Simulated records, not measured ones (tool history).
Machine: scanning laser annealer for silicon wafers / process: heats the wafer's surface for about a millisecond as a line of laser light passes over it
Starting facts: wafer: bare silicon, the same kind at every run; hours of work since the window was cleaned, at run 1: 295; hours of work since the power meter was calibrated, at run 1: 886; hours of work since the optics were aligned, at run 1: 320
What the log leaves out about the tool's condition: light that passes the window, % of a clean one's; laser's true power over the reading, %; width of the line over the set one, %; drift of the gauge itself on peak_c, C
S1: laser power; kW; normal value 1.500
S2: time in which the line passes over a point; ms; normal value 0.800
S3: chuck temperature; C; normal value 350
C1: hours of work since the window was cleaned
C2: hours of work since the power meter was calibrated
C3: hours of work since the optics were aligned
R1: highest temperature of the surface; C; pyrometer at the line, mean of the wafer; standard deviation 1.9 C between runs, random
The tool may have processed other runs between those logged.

run,hour,S1,S2,S3,C1,C2,C3,R1
1,0.0,1.500,0.800,350,295,886,320,1097
2,50.0,1.500,0.800,350,316,907,341,1095
# hour 79.2: window over the wafer cleaned
3,90.3,1.500,0.800,350,5,924,357,1129
4,146.4,1.500,0.800,354,29,948,382,1128
5,180.9,1.500,0.800,354,44,963,396,1131
6,220.2,1.500,0.800,350,61,980,413,1120
7,266.2,1.500,0.800,350,80,999,433,1121
8,312.9,1.500,0.800,350,100,1019,453,1115
9,346.8,1.500,0.800,350,115,1034,468,1117
10,387.7,1.500,0.800,371,132,1051,485,1136
11,434.5,1.500,0.800,326,152,1071,505,1088
12,475.3,1.500,0.697,326,170,1089,523,1035
13,516.1,1.500,0.697,326,187,1107,540,1036
14,559.0,1.482,0.800,344,206,1125,559,1089
# hour 565.3: laser's power meter calibrated
15,594.0,1.569,0.912,318,220,12,572,1171
16,645.6,1.569,0.912,383,242,34,594,1233
17,685.7,1.624,0.800,350,259,52,612,1178
18,739.2,1.388,0.800,365,282,75,635,1046
19,768.7,1.292,0.769,348,295,87,647,965
20,804.5,1.292,0.570,366,310,103,663,896
# hour 818.3: laser's power meter calibrated, once more
21,841.4,1.500,0.661,371,325,10,677,1043
# hour 854.5: window over the wafer cleaned
22,893.2,1.465,0.800,337,17,31,699,1087
23,947.8,1.500,0.655,373,40,55,722,1062
24,977.5,1.581,0.565,315,53,67,735,1000
25,1010.4,1.627,0.713,325,67,82,749,1116
26,1044.3,1.387,0.800,353,81,96,763,1048

Alternative continuations, all from the tool just after run 26; predict every row:
A,1102.1,1.500,0.800,337,106,121,788,?
B,1102.1,1.340,0.837,327,106,121,788,?
C,1102.1,1.500,0.825,322,106,121,788,?
D,1102.1,1.289,0.634,350,106,121,788,?
E,1102.1,1.500,0.707,335,106,121,788,?

run,R1
A,1094
B,1004
C,1089
D,915
E,1049
Had the tool no hidden state, the same runs would have come out as:
run,R1
A,1114
B,1021
C,1109
D,930
E,1068
